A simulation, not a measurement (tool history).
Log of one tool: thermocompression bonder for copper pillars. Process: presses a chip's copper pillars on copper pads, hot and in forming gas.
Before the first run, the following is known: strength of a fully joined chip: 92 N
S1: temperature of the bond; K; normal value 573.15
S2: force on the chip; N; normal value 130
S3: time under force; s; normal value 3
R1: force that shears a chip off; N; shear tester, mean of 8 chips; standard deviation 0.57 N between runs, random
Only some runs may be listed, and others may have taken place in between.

run 1 hour=0.0 | S1=573.15 S2=130 S3=3 | R1=64.7
run 2 hour=9.3 | S1=573.15 S2=154 S3=3 | R1=72.0
run 3 hour=24.6 | S1=573.15 S2=154 S3=3 | R1=71.2
run 4 hour=36.6 | S1=582.15 S2=130 S3=3 | R1=69.1
run 5 hour=48.6 | S1=582.15 S2=130 S3=3 | R1=67.2
run 6 hour=57.4 | S1=582.15 S2=130 S3=3 | R1=67.4
run 7 hour=71.0 | S1=582.15 S2=130 S3=3 | R1=69.1
run 8 hour=89.0 | S1=582.15 S2=130 S3=3 | R1=69.3
run 9 hour=109.9 | S1=573.15 S2=130 S3=3 | R1=64.5
run 10 hour=123.7 | S1=573.15 S2=130 S3=3 | R1=63.3
run 11 hour=134.6 | S1=573.15 S2=130 S3=3 | R1=63.6
run 12 hour=149.9 | S1=573.15 S2=130 S3=3 | R1=62.7
run 13 hour=160.8 | S1=573.15 S2=130 S3=3 | R1=63.1
run 14 hour=172.0 | S1=573.15 S2=130 S3=3 | R1=62.7
run 15 hour=192.8 | S1=573.15 S2=130 S3=3 | R1=63.1
run 16 hour=207.8 | S1=573.15 S2=130 S3=3 | R1=61.8
run 17 hour=219.3 | S1=573.15 S2=130 S3=3 | R1=62.4
-- hour=221.3 forming gas filter changed
run 18 hour=228.4 | S1=573.15 S2=130 S3=3 | R1=65.3
run 19 hour=244.3 | S1=573.15 S2=130 S3=3 | R1=65.8
run 20 hour=253.1 | S1=573.15 S2=130 S3=3 | R1=66.2

Run 21, settings as shown, results not yet in. Your forecast:
run 21 hour=270.0 | S1=573.15 S2=130 S3=3 | R1=?

{"run 21": {"R1": 65.9}}
Without the tool's hidden state the same run would have given R1 61.5 N.

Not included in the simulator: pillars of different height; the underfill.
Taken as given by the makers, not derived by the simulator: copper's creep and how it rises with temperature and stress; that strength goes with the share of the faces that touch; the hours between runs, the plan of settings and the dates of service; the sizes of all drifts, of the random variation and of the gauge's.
